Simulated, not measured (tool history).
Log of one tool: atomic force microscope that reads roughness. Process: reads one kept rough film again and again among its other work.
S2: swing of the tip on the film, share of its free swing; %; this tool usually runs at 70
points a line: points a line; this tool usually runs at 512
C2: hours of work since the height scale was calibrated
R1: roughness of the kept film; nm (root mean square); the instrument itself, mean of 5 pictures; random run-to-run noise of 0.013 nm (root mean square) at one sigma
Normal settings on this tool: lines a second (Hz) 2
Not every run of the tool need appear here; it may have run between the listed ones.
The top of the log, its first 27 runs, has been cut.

run 28 hour=758.5 | lines_a_second_(Hz)=1.01 S2=70 points_a_line=515 | pictures_with_this_tip=119 C2=562 | R1=2.757
-- hour=766.9 new tip fitted
run 29 hour=788.8 | lines_a_second_(Hz)=1.01 S2=70 points_a_line=515 | pictures_with_this_tip=25 C2=576 | R1=3.117
run 30 hour=817.8 | lines_a_second_(Hz)=1.18 S2=77 points_a_line=718 | pictures_with_this_tip=59 C2=589 | R1=2.933
run 31 hour=836.2 | lines_a_second_(Hz)=2 S2=85 points_a_line=646 | pictures_with_this_tip=81 C2=597 | R1=2.61
run 32 hour=855.1 | lines_a_second_(Hz)=2 S2=85 points_a_line=646 | pictures_with_this_tip=103 C2=606 | R1=2.53
-- hour=876.2 new tip fitted
run 33 hour=891.4 | lines_a_second_(Hz)=2 S2=85 points_a_line=646 | pictures_with_this_tip=18 C2=622 | R1=2.854
run 34 hour=911 | lines_a_second_(Hz)=0.55 S2=70 points_a_line=512 | pictures_with_this_tip=40 C2=631 | R1=3.111
run 35 hour=932.2 | lines_a_second_(Hz)=0.86 S2=87 points_a_line=256 | pictures_with_this_tip=65 C2=641 | R1=2.849

Forecast each of these 5 alternatives for the next run:
run A hour=956.9 | lines_a_second_(Hz)=0.52 S2=79 points_a_line=273 | pictures_with_this_tip=94 C2=652 | R1=?
run B hour=956.9 | lines_a_second_(Hz)=2 S2=57 points_a_line=993 | pictures_with_this_tip=94 C2=652 | R1=?
run C hour=956.9 | lines_a_second_(Hz)=0.86 S2=75 points_a_line=993 | pictures_with_this_tip=94 C2=652 | R1=?
run D hour=956.9 | lines_a_second_(Hz)=2 S2=85 points_a_line=336 | pictures_with_this_tip=94 C2=652 | R1=?
run E hour=956.9 | lines_a_second_(Hz)=0.86 S2=78 points_a_line=256 | pictures_with_this_tip=94 C2=652 | R1=?

run=A R1=2.852
run=B R1=2.883
run=C R1=2.87
run=D R1=2.529
run=E R1=2.815
Without the tool's unlogged condition, the same runs would have read:
run=A R1=3.267
run=B R1=3.302
run=C R1=3.287
run=D R1=2.898
run=E R1=3.224
